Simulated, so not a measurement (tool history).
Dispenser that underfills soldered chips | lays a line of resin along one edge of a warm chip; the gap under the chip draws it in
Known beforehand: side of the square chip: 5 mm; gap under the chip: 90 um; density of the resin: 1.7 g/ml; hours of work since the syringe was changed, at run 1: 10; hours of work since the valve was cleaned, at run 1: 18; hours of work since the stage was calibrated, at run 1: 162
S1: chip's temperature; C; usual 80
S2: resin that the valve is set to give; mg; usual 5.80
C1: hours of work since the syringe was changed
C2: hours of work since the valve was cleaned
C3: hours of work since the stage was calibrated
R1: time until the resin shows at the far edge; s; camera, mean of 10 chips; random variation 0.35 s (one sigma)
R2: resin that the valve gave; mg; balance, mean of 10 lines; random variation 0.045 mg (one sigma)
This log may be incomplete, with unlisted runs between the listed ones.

run    day  S1    S2  C1  C2   C3    R1    R2
  1  0.000  80  5.80  10  18  162  39.0  5.69
     0.108  -- new syringe of resin
  2  0.292  80  5.80   3  23  166  23.1  5.67
  3  0.596  80  5.80   9  28  172  36.5  5.69
     0.775  -- new syringe of resin
  4  0.867  80  5.80   2  33  176  19.8  5.68
  5  1.083  80  6.31   6  37  180  27.0  6.07
     1.429  -- new syringe of resin
  6  1.446  80  5.80   0  43  187  17.5  5.66
  7  1.750  80  7.11   6  49  192  27.9  6.88
     2.083  -- new syringe of resin
  8  2.088  80  7.11   0  54  198  16.9  6.77
  9  2.262  80  7.11   3  57  201  21.3  6.72
 10  2.567  80  7.11   9  63  206  34.8  6.70
     2.733  -- new syringe of resin
 11  2.867  80  7.11   2  68  211  20.7  6.70
 12  3.083  80  5.80   6  72  215  30.3  5.46
 13  3.242  80  5.80   9  75  218  38.7  5.42
     3.400  -- new syringe of resin
 14  3.575  80  5.37   3  80  224  23.2  5.04
 15  3.875  80  5.80   8  86  229  36.2  5.37
     4.050  -- new syringe of resin
 16  4.179  80  5.80   2  91  234  21.3  5.38
 17  4.333  79  6.62   5  94  237  26.5  6.03
     4.479  -- dispensing valve cleaned and set on the balance
 18  4.608  92  6.62   9   2  241  25.8  6.61
     4.750  -- new syringe of resin
 19  4.838  91  7.17   2   6  245  14.6  7.14
 20  5.167  92  5.91   7  12  251  22.7  5.83
     5.404  -- new syringe of resin
 21  5.471  92  5.91   1  17  256  13.7  5.84
 22  5.708  76  6.96   5  21  260  30.6  6.81
 23  5.942  81  7.44  10  26  264  36.9  7.22
     6.062  -- new syringe of resin
 24  6.196  87  6.98   2  30  269  16.8  6.77
 25  6.508  89  6.96   8  35  274  25.9  6.75
     6.725  -- new syringe of resin
 26  6.783  77  6.88   1  40  279  20.8  6.55
 27  7.017  77  6.10   5  44  283  29.5  5.80
 28  7.308  73  6.70  10  49  288  49.9  6.37
     7.379  -- new syringe of resin
 29  7.475  78  7.33   2  52  291  20.7  6.97
 30  7.629  78  7.33   4  55  294  26.6  6.98
 31  7.821  77  5.39   8  58  297  38.5  5.15

Some steps in R1, run to run, broken into two amounts with sign: the step expected even without the hidden condition (settings, incoming material, random variation), and the rest, left for the hidden condition together with whatever gauge scatter is not in both the measured and the hidden-condition-free result:
Hidden state at play: resin's viscosity, % of fresh resin's; dose that the valve gives, % of what is set; true chip temperature over the reading, C; drift of the gauge itself on fill_s, %; drift of the gauge itself on given_mg, %.
Run 23 -> 24: S1 81 -> 87, S2 7.44 -> 6.98, new syringe of resin. R1 -20.1 s: hidden state -17.3, all else -2.8.
Run 27 -> 28: S1 77 -> 73, S2 6.10 -> 6.70. R1 +20.4 s: hidden state +18.8, all else +1.6.
Run 28 -> 29: S1 73 -> 78, S2 6.70 -> 7.33, new syringe of resin. R1 -29.2 s: hidden state -26.5, all else -2.7.
